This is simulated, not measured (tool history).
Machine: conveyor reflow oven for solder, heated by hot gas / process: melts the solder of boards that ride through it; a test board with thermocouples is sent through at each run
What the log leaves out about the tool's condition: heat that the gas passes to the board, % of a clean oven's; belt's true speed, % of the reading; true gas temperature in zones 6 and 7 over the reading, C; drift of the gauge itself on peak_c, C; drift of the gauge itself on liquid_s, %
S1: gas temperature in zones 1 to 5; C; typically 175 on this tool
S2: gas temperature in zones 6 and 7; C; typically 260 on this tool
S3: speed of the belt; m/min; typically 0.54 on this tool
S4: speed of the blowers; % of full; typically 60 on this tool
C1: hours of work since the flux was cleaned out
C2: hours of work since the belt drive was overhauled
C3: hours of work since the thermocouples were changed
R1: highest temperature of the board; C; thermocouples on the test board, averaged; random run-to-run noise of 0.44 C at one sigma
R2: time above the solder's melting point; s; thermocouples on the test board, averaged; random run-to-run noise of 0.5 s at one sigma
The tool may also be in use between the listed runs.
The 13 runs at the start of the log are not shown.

Run 14, day 8.608: usual settings but S1 187 C; C1 144; C2 600; C3 161. Result: R1 241.8 C, R2 46.5 s.
Run 15, day 9.179: usual settings but S1 187 C; C1 153; C2 609; C3 170. Result: R1 242.1 C, R2 45.8 s.
Run 16, day 9.904: usual settings but S1 169 C; C1 165; C2 621; C3 182. Result: R1 238.5 C, R2 36 s.
Run 17, day 10.492: usual settings but S1 164 C, S3 0.643 m/min; C1 174; C2 631; C3 191. Result: R1 229.1 C, R2 18.5 s.
Run 18, day 10.842: usual settings but S3 0.513 m/min, S4 86 % of full; C1 180; C2 636; C3 197. Result: R1 245.6 C, R2 48.8 s.
Run 19, day 11.304: usual settings but S3 0.513 m/min, S4 86 % of full; C1 187; C2 644; C3 205. Result: R1 246.2 C, R2 49.1 s.
Run 20, day 12.029: usual settings but S3 0.443 m/min, S4 67 % of full; C1 199; C2 656; C3 216. Result: R1 246.6 C, R2 57.5 s.
Run 21, day 12.625: usual settings but S2 262 C, S3 0.594 m/min, S4 67 % of full; C1 209; C2 665; C3 226. Result: R1 238.9 C, R2 35.2 s.
Run 22, day 13.358: usual settings but S1 176 C, S3 0.57 m/min; C1 221; C2 677; C3 238. Result: R1 236.9 C, R2 34 s.
Run 23, day 13.908: usual settings but S1 188 C, S2 262 C, S3 0.463 m/min; C1 230; C2 686; C3 247. Result: R1 247.8 C, R2 61.6 s.
Run 24, day 14.246: usual settings but S1 165 C, S2 265 C, S3 0.609 m/min, S4 87 % of full; C1 235; C2 692; C3 252. Result: R1 242.5 C, R2 35.3 s.
Run 25, day 14.667: usual settings but S1 165 C, S2 265 C, S3 0.609 m/min, S4 87 % of full; C1 242; C2 698; C3 259. Result: R1 242.2 C, R2 35.6 s.
Run 26, day 15.138: usual settings but S1 165 C, S2 265 C, S3 0.609 m/min, S4 87 % of full; C1 250; C2 706; C3 267. Result: R1 242.3 C, R2 34 s.
At day 15.621: flux residue cleaned out of gas plates and filters.
Run 27, day 15.896: usual settings but S3 0.588 m/min; C1 4; C2 715; C3 276. Result: R1 236.7 C, R2 33 s.
Run 28, day 16.254: usual settings but S3 0.588 m/min; C1 10; C2 721; C3 281. Result: R1 236.8 C, R2 32.3 s.
Run 29, day 16.604: usual settings but S1 171 C, S2 266 C, S3 0.588 m/min, S4 88 % of full; C1 16; C2 726; C3 287. Result: R1 247.7 C, R2 42.6 s.
Run 30, day 17.383: usual settings but S1 190 C, S2 256 C, S4 66 % of full; C1 29; C2 739; C3 300. Result: R1 241.1 C, R2 48.2 s.
Run 31, day 18.05: usual settings but S1 164 C; C1 39; C2 750; C3 311. Result: R1 237.1 C, R2 33.4 s.

What if the next run were any one of these 4? Each begins from the tool's condition after run 31:
Run A, day 18.675: usual settings but S1 164 C, S2 274 C, S3 0.475 m/min; C1 50; C2 760; C3 321. Result: R1 ?, R2 ?.
Run B, day 18.675: usual settings but S4 81 % of full; C1 50; C2 760; C3 321. Result: R1 ?, R2 ?.
Run C, day 18.675: usual settings but S1 188 C, S2 251 C, S3 0.647 m/min; C1 50; C2 760; C3 321. Result: R1 ?, R2 ?.
Run D, day 18.675: usual settings but S1 165 C; C1 50; C2 760; C3 321. Result: R1 ?, R2 ?.

run     R1    R2
  A  254.5  54.8
  B  244.7  44.9
  C  229.9  24.7
  D  237.4  33.8
Without the tool's hidden state the same runs would have given:
run     R1    R2
  A    255  54.6
  B  245.3    45
  C  230.3  25.1
  D  237.9  33.9
